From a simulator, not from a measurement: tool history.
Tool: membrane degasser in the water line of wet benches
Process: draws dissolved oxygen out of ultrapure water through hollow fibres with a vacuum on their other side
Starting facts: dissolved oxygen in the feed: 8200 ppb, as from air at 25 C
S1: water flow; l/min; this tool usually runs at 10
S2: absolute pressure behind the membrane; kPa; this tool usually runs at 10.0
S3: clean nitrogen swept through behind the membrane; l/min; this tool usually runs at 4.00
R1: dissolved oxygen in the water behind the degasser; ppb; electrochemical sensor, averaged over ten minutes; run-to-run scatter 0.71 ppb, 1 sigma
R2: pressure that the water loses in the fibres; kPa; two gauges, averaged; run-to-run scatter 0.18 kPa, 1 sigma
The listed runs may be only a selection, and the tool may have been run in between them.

run	hour	S1	S2	S3	R1	R2
1	0.0	10	10.0	4.00	65.9	35.11
2	205.9	10	10.0	3.93	67.8	35.13
3	329.2	10	10.0	3.93	67.3	35.53
4	446.2	10	10.0	3.93	69.8	35.39
5	625.7	10	10.0	5.05	58.0	35.23
6	824.4	10	10.0	5.05	59.0	35.42
7	1089.7	10	10.0	5.05	60.6	35.17
# hour 1102.0: vacuum gauge calibrated
8	1220.6	10	10.0	4.00	68.2	35.69
9	1373.6	10	10.0	4.00	70.1	35.40
10	1571.2	10	10.0	4.00	70.4	35.49
11	1717.6	14	10.4	4.00	131.5	49.73
12	1862.9	14	10.4	4.00	130.3	49.56
13	1994.3	14	10.4	4.00	133.2	49.47
# hour 2078.7: vacuum gauge calibrated, once more
14	2191.4	14	10.4	4.00	130.3	49.78
15	2431.3	14	10.4	4.00	133.1	49.75
16	2544.8	14	9.0	5.71	106.2	49.72
17	2807.4	14	9.0	5.71	107.6	50.15
18	2949.8	14	9.0	5.71	106.1	49.94
19	3193.2	12	10.0	10.24	66.0	42.84
20	3352.8	12	10.0	10.24	67.4	43.09

4 options for the next run, each taken on its own from the tool as it stands now. Forecast them:
A	3557.0	7	10.0	10.24	?	?
B	3557.0	10	17.5	4.00	?	?
C	3557.0	11	11.6	10.19	?	?
D	3557.0	8	11.6	6.85	?	?

run	R1	R2
A	20.1	24.97
B	121.7	35.68
C	59.6	39.53
D	39.3	28.60
The same runs, with their run-to-run variation unchanged, on a tool lacking any hidden condition would have given:
run	R1	R2
A	17.7	24.39
B	112.5	34.85
C	53.8	38.61
D	35.4	27.93
